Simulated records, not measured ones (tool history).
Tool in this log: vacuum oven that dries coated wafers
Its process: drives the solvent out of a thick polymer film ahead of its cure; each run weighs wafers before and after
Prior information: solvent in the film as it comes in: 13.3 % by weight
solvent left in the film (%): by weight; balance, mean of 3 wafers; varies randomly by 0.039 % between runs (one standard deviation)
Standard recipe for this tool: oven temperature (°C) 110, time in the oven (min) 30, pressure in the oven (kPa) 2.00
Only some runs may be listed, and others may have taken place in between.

Run 1, hour 0.0: usual settings. Result: solvent left in the film (%) 3.95.
Run 2, hour 34.1: usual settings. Result: solvent left in the film (%) 3.96.
Run 3, hour 66.5: usual settings. Result: solvent left in the film (%) 3.98.
Run 4, hour 121.8: usual settings. Result: solvent left in the film (%) 3.95.
Run 5, hour 156.8: usual settings. Result: solvent left in the film (%) 4.00.
Run 6, hour 207.9: usual settings but oven temperature (°C) 117. Result: solvent left in the film (%) 2.81.
Run 7, hour 261.8: usual settings. Result: solvent left in the film (%) 3.95.
Run 8, hour 297.8: usual settings but pressure in the oven (kPa) 3.24. Result: solvent left in the film (%) 5.19.
Run 9, hour 368.9: usual settings but pressure in the oven (kPa) 3.57. Result: solvent left in the film (%) 5.43.
Run 10, hour 402.3: usual settings but time in the oven (min) 49. Result: solvent left in the film (%) 2.84.
Run 11, hour 459.5: usual settings but time in the oven (min) 49. Result: solvent left in the film (%) 2.91.
Run 12, hour 512.0: usual settings but time in the oven (min) 49. Result: solvent left in the film (%) 2.92.
Run 13, hour 582.7: usual settings. Result: solvent left in the film (%) 4.13.
Run 14, hour 651.9: usual settings. Result: solvent left in the film (%) 4.13.
Run 15, hour 684.0: usual settings but time in the oven (min) 44, pressure in the oven (kPa) 7.85. Result: solvent left in the film (%) 8.93.
Run 16, hour 741.9: usual settings but oven temperature (°C) 120, time in the oven (min) 21, pressure in the oven (kPa) 4.64. Result: solvent left in the film (%) 5.02.
At hour 748.8: vacuum gauge cleaned of residue and calibrated.
Run 17, hour 795.4: usual settings but time in the oven (min) 21, pressure in the oven (kPa) 1.12. Result: solvent left in the film (%) 4.44.
Run 18, hour 863.3: usual settings but time in the oven (min) 19, pressure in the oven (kPa) 2.85. Result: solvent left in the film (%) 6.26.
Run 19, hour 899.4: usual settings but oven temperature (°C) 109, time in the oven (min) 19, pressure in the oven (kPa) 2.85. Result: solvent left in the film (%) 6.38.
Run 20, hour 963.2: usual settings but oven temperature (°C) 121, time in the oven (min) 45, pressure in the oven (kPa) 2.54. Result: solvent left in the film (%) 2.24.
At hour 1017.5: vacuum gauge cleaned of residue and calibrated, once more.
Run 21, hour 1020.6: usual settings but oven temperature (°C) 121, time in the oven (min) 45, pressure in the oven (kPa) 2.54. Result: solvent left in the film (%) 2.16.
Run 22, hour 1059.0: usual settings but oven temperature (°C) 99, time in the oven (min) 36. Result: solvent left in the film (%) 5.79.
Run 23, hour 1135.0: usual settings but oven temperature (°C) 101, pressure in the oven (kPa) 6.34. Result: solvent left in the film (%) 10.55.
Run 24, hour 1181.3: usual settings but oven temperature (°C) 101, pressure in the oven (kPa) 1.99. Result: solvent left in the film (%) 5.94.
Run 25, hour 1225.3: usual settings but oven temperature (°C) 101, time in the oven (min) 19, pressure in the oven (kPa) 1.23. Result: solvent left in the film (%) 6.64.
Run 26, hour 1290.8: usual settings but oven temperature (°C) 101, pressure in the oven (kPa) 7.48. Result: solvent left in the film (%) 11.79.
Run 27, hour 1327.0: usual settings but oven temperature (°C) 101, pressure in the oven (kPa) 7.48. Result: solvent left in the film (%) 11.80.
Run 28, hour 1369.8: usual settings but oven temperature (°C) 106, time in the oven (min) 51, pressure in the oven (kPa) 7.15. Result: solvent left in the film (%) 9.38.

3 options for the next run, each taken on its own from the tool as it stands now. Forecast them:
Run A, hour 1416.2: usual settings but oven temperature (°C) 106, time in the oven (min) 51, pressure in the oven (kPa) 3.83. Result: solvent left in the film (%) ?.
Run B, hour 1416.2: usual settings but oven temperature (°C) 115, pressure in the oven (kPa) 1.34. Result: solvent left in the film (%) ?.
Run C, hour 1416.2: usual settings but oven temperature (°C) 106, time in the oven (min) 51, pressure in the oven (kPa) 3.22. Result: solvent left in the film (%) ?.

run  solvent left in the film (%)
  A                          5.67
  B                          2.67
  C                          4.91
The same runs, with their run-to-run variation unchanged, on a tool lacking any hidden condition would have given:
run  solvent left in the film (%)
  A                          5.42
  B                          2.51
  C                          4.69

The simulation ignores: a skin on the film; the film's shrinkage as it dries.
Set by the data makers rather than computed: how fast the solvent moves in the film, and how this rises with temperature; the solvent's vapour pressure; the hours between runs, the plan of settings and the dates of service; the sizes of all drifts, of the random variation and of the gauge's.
